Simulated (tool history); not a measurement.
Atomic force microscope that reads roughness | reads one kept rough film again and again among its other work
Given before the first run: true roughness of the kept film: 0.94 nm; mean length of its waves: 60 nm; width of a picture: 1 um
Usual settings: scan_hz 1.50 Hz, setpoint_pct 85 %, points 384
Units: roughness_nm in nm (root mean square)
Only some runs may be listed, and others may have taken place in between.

Run 1, hour 0.0: usual settings. Result: roughness_nm 0.863 nm (root mean square).
Run 2, hour 16.0: usual settings. Result: roughness_nm 0.854 nm (root mean square).
Run 3, hour 36.8: usual settings. Result: roughness_nm 0.865 nm (root mean square).
Run 4, hour 48.0: usual settings. Result: roughness_nm 0.861 nm (root mean square).
Run 5, hour 63.4: usual settings. Result: roughness_nm 0.856 nm (root mean square).
Run 6, hour 76.3: usual settings. Result: roughness_nm 0.864 nm (root mean square).
Run 7, hour 87.2: usual settings. Result: roughness_nm 0.855 nm (root mean square).
Run 8, hour 102.4: usual settings. Result: roughness_nm 0.859 nm (root mean square).
Run 9, hour 125.3: usual settings. Result: roughness_nm 0.860 nm (root mean square).
Run 10, hour 142.3: usual settings but scan_hz 3.52 Hz. Result: roughness_nm 0.780 nm (root mean square).
Run 11, hour 165.8: usual settings but setpoint_pct 78 %. Result: roughness_nm 0.877 nm (root mean square).
At hour 181.7: new tip fitted.
Run 12, hour 191.5: usual settings. Result: roughness_nm 0.859 nm (root mean square).
Run 13, hour 204.7: usual settings. Result: roughness_nm 0.862 nm (root mean square).
Run 14, hour 219.9: usual settings but points 835. Result: roughness_nm 0.860 nm (root mean square).
Run 15, hour 230.2: usual settings but points 641. Result: roughness_nm 0.859 nm (root mean square).
Run 16, hour 250.1: usual settings but points 641. Result: roughness_nm 0.858 nm (root mean square).
Run 17, hour 274.5: usual settings but points 641. Result: roughness_nm 0.865 nm (root mean square).
Run 18, hour 294.7: usual settings but scan_hz 0.59 Hz. Result: roughness_nm 0.895 nm (root mean square).
Run 19, hour 311.1: usual settings but scan_hz 0.59 Hz, setpoint_pct 64 %, points 808. Result: roughness_nm 0.918 nm (root mean square).
Run 20, hour 322.4: usual settings but scan_hz 0.59 Hz, setpoint_pct 64 %, points 808. Result: roughness_nm 0.919 nm (root mean square).
Run 21, hour 336.2: usual settings but scan_hz 0.59 Hz, setpoint_pct 64 %, points 808. Result: roughness_nm 0.922 nm (root mean square).
Run 22, hour 359.0: usual settings but scan_hz 0.59 Hz, setpoint_pct 86 %, points 336. Result: roughness_nm 0.897 nm (root mean square).
At hour 369.7: new tip fitted.
Run 23, hour 377.4: usual settings but scan_hz 0.59 Hz, setpoint_pct 86 %, points 336. Result: roughness_nm 0.900 nm (root mean square).
Run 24, hour 394.2: usual settings but scan_hz 0.75 Hz. Result: roughness_nm 0.886 nm (root mean square).
Run 25, hour 414.2: usual settings but scan_hz 3.04 Hz, setpoint_pct 74 %. Result: roughness_nm 0.845 nm (root mean square).
Run 26, hour 435.9: usual settings but scan_hz 1.61 Hz, setpoint_pct 58 %, points 294. Result: roughness_nm 0.911 nm (root mean square).
Run 27, hour 448.6: usual settings but setpoint_pct 83 %, points 658. Result: roughness_nm 0.868 nm (root mean square).
Run 28, hour 469.1: usual settings but scan_hz 1.73 Hz, setpoint_pct 63 %, points 463. Result: roughness_nm 0.909 nm (root mean square).
Run 29, hour 488.2: usual settings but scan_hz 0.98 Hz, points 546. Result: roughness_nm 0.885 nm (root mean square).
Run 30, hour 504.0: usual settings but scan_hz 1.18 Hz, setpoint_pct 71 %, points 546. Result: roughness_nm 0.901 nm (root mean square).
Run 31, hour 528.6: usual settings but scan_hz 1.18 Hz, setpoint_pct 71 %, points 546. Result: roughness_nm 0.901 nm (root mean square).
Run 32, hour 550.5: usual settings but scan_hz 1.18 Hz, setpoint_pct 74 %, points 546. Result: roughness_nm 0.892 nm (root mean square).
At hour 555.8: new tip fitted.
Run 33, hour 566.4: usual settings but scan_hz 2.08 Hz, setpoint_pct 61 %, points 775. Result: roughness_nm 0.908 nm (root mean square).
Run 34, hour 590.4: usual settings but scan_hz 2.08 Hz, setpoint_pct 61 %, points 775. Result: roughness_nm 0.897 nm (root mean square).
Run 35, hour 608.6: usual settings but scan_hz 2.37 Hz, setpoint_pct 65 %, points 775. Result: roughness_nm 0.892 nm (root mean square).
Run 36, hour 629.9: usual settings but setpoint_pct 73 %. Result: roughness_nm 0.891 nm (root mean square).

Predict each of these 5 candidate next runs independently; none follows another, all start after run 36:
Run A, hour 650.8: usual settings but scan_hz 0.76 Hz, setpoint_pct 73 %, points 264. Result: roughness_nm ?.
Run B, hour 650.8: usual settings but scan_hz 1.89 Hz. Result: roughness_nm ?.
Run C, hour 650.8: usual settings but setpoint_pct 77 %. Result: roughness_nm ?.
Run D, hour 650.8: usual settings but scan_hz 3.87 Hz, setpoint_pct 73 %, points 427. Result: roughness_nm ?.
Run E, hour 650.8: usual settings but scan_hz 0.54 Hz, setpoint_pct 76 %, points 295. Result: roughness_nm ?.

run  roughness_nm
  A         0.903
  B         0.840
  C         0.879
  D         0.833
  E         0.911
The same runs, with their run-to-run variation unchanged, on a tool lacking any hidden condition would have given:
run  roughness_nm
  A         0.904
  B         0.840
  C         0.880
  D         0.834
  E         0.912

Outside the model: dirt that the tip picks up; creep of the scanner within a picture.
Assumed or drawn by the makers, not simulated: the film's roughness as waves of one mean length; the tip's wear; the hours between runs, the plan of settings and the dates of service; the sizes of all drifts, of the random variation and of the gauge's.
